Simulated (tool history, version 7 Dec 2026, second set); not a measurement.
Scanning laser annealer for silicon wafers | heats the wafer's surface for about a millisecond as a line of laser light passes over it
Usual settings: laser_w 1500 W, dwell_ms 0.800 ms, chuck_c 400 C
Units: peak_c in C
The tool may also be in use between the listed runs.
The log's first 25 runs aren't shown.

run,hour,laser_w,dwell_ms,chuck_c,hours of work since the window was cleaned,hours of work since the power meter was calibrated,hours of work since the optics were aligned,peak_c
26,416.6,1360,0.800,426,73,543,930,1151
27,431.3,1444,0.800,426,82,552,939,1193
28,446.6,1467,0.877,363,92,561,948,1179
29,456.3,1290,0.800,436,97,567,954,1127
30,473.3,1290,0.800,436,108,577,965,1126
31,492.3,1276,0.800,403,119,589,976,1081
32,505.3,1500,0.720,402,127,597,984,1157
33,521.6,1500,0.938,378,137,607,994,1238
34,535.8,1500,0.737,417,146,615,1003,1177
35,555.6,1495,0.952,399,158,628,1015,1255
36,573.0,1532,0.952,399,169,638,1025,1282
37,584.4,1640,0.641,386,176,645,1032,1164

Forecast run 38:
38,601.6,1310,0.800,362,186,656,1043,?

Run 38 gave peak_c 1058 C.
Without the tool's hidden state the same run would have given peak_c 1070 C.
